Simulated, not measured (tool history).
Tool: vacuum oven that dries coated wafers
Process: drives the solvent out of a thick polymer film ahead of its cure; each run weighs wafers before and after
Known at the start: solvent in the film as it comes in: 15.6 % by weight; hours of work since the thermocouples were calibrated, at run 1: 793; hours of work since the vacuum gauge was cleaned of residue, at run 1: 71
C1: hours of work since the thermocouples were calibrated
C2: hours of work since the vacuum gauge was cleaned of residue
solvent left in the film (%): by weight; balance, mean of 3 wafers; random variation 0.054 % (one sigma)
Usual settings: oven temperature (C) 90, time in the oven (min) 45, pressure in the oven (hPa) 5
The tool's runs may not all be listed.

run 1 hour=0 | oven_temperature_(C)=90 time_in_the_oven_(min)=45 pressure_in_the_oven_(hPa)=5 | C1=793 C2=71 | solvent_left_in_the_film_(%)=2.12
run 2 hour=8.1 | oven_temperature_(C)=90 time_in_the_oven_(min)=45 pressure_in_the_oven_(hPa)=5 | C1=796 C2=75 | solvent_left_in_the_film_(%)=2.14
run 3 hour=14.8 | oven_temperature_(C)=90 time_in_the_oven_(min)=45 pressure_in_the_oven_(hPa)=3.67 | C1=799 C2=78 | solvent_left_in_the_film_(%)=1.94
run 4 hour=29.4 | oven_temperature_(C)=90 time_in_the_oven_(min)=45 pressure_in_the_oven_(hPa)=5 | C1=806 C2=84 | solvent_left_in_the_film_(%)=2.05
run 5 hour=37.6 | oven_temperature_(C)=90 time_in_the_oven_(min)=45 pressure_in_the_oven_(hPa)=5.77 | C1=809 C2=88 | solvent_left_in_the_film_(%)=2.15
run 6 hour=49.6 | oven_temperature_(C)=90 time_in_the_oven_(min)=45 pressure_in_the_oven_(hPa)=5 | C1=814 C2=93 | solvent_left_in_the_film_(%)=2.07
run 7 hour=56.7 | oven_temperature_(C)=80 time_in_the_oven_(min)=45 pressure_in_the_oven_(hPa)=5 | C1=818 C2=96 | solvent_left_in_the_film_(%)=4.85
run 8 hour=65 | oven_temperature_(C)=90 time_in_the_oven_(min)=45 pressure_in_the_oven_(hPa)=5 | C1=821 C2=99 | solvent_left_in_the_film_(%)=2.15
-- hour=67.3 vacuum gauge cleaned of residue and calibrated
run 9 hour=80.3 | oven_temperature_(C)=90 time_in_the_oven_(min)=45 pressure_in_the_oven_(hPa)=5 | C1=827 C2=6 | solvent_left_in_the_film_(%)=2.13
run 10 hour=87.8 | oven_temperature_(C)=90 time_in_the_oven_(min)=45 pressure_in_the_oven_(hPa)=5 | C1=830 C2=9 | solvent_left_in_the_film_(%)=2.11
run 11 hour=99.9 | oven_temperature_(C)=90 time_in_the_oven_(min)=45 pressure_in_the_oven_(hPa)=14.22 | C1=836 C2=14 | solvent_left_in_the_film_(%)=3.08
run 12 hour=111.4 | oven_temperature_(C)=90 time_in_the_oven_(min)=45 pressure_in_the_oven_(hPa)=14.22 | C1=841 C2=19 | solvent_left_in_the_film_(%)=3.13
run 13 hour=118.8 | oven_temperature_(C)=90 time_in_the_oven_(min)=45 pressure_in_the_oven_(hPa)=5 | C1=844 C2=22 | solvent_left_in_the_film_(%)=2.22
run 14 hour=124.9 | oven_temperature_(C)=90 time_in_the_oven_(min)=58 pressure_in_the_oven_(hPa)=5 | C1=846 C2=25 | solvent_left_in_the_film_(%)=1.5
-- hour=139.4 vacuum gauge cleaned of residue and calibrated, once more
run 15 hour=139.4 | oven_temperature_(C)=102 time_in_the_oven_(min)=64 pressure_in_the_oven_(hPa)=2.71 | C1=852 C2=0 | solvent_left_in_the_film_(%)=0.27
run 16 hour=152.1 | oven_temperature_(C)=102 time_in_the_oven_(min)=64 pressure_in_the_oven_(hPa)=11.42 | C1=858 C2=5 | solvent_left_in_the_film_(%)=0.92
run 17 hour=163.7 | oven_temperature_(C)=94 time_in_the_oven_(min)=28 pressure_in_the_oven_(hPa)=4.08 | C1=863 C2=11 | solvent_left_in_the_film_(%)=2.72
run 18 hour=176.5 | oven_temperature_(C)=93 time_in_the_oven_(min)=55 pressure_in_the_oven_(hPa)=6.79 | C1=868 C2=16 | solvent_left_in_the_film_(%)=1.26
run 19 hour=186.5 | oven_temperature_(C)=93 time_in_the_oven_(min)=55 pressure_in_the_oven_(hPa)=6.79 | C1=872 C2=20 | solvent_left_in_the_film_(%)=1.27
run 20 hour=201.1 | oven_temperature_(C)=100 time_in_the_oven_(min)=62 pressure_in_the_oven_(hPa)=5 | C1=879 C2=27 | solvent_left_in_the_film_(%)=0.46
run 21 hour=209.1 | oven_temperature_(C)=100 time_in_the_oven_(min)=28 pressure_in_the_oven_(hPa)=5 | C1=882 C2=30 | solvent_left_in_the_film_(%)=1.65
run 22 hour=217.3 | oven_temperature_(C)=100 time_in_the_oven_(min)=28 pressure_in_the_oven_(hPa)=5 | C1=886 C2=34 | solvent_left_in_the_film_(%)=1.65
run 23 hour=227.6 | oven_temperature_(C)=100 time_in_the_oven_(min)=28 pressure_in_the_oven_(hPa)=5 | C1=890 C2=38 | solvent_left_in_the_film_(%)=1.66
run 24 hour=242.4 | oven_temperature_(C)=100 time_in_the_oven_(min)=28 pressure_in_the_oven_(hPa)=5 | C1=897 C2=45 | solvent_left_in_the_film_(%)=1.5
run 25 hour=248.8 | oven_temperature_(C)=100 time_in_the_oven_(min)=28 pressure_in_the_oven_(hPa)=5 | C1=899 C2=47 | solvent_left_in_the_film_(%)=1.59
run 26 hour=260.5 | oven_temperature_(C)=90 time_in_the_oven_(min)=24 pressure_in_the_oven_(hPa)=18.51 | C1=904 C2=52 | solvent_left_in_the_film_(%)=5.79

3 ways to go on from here, each from the tool as it stands after run 26. What would each give?
run A hour=272 | oven_temperature_(C)=79 time_in_the_oven_(min)=38 pressure_in_the_oven_(hPa)=6.91 | C1=909 C2=57 | solvent_left_in_the_film_(%)=?
run B hour=272 | oven_temperature_(C)=90 time_in_the_oven_(min)=38 pressure_in_the_oven_(hPa)=9.58 | C1=909 C2=57 | solvent_left_in_the_film_(%)=?
run C hour=272 | oven_temperature_(C)=76 time_in_the_oven_(min)=73 pressure_in_the_oven_(hPa)=3.65 | C1=909 C2=57 | solvent_left_in_the_film_(%)=?

run=A solvent_left_in_the_film_(%)=6.04
run=B solvent_left_in_the_film_(%)=3.12
run=C solvent_left_in_the_film_(%)=3.74
Without the tool's hidden state the same runs would have given:
run=A solvent_left_in_the_film_(%)=5.89
run=B solvent_left_in_the_film_(%)=2.99
run=C solvent_left_in_the_film_(%)=3.58

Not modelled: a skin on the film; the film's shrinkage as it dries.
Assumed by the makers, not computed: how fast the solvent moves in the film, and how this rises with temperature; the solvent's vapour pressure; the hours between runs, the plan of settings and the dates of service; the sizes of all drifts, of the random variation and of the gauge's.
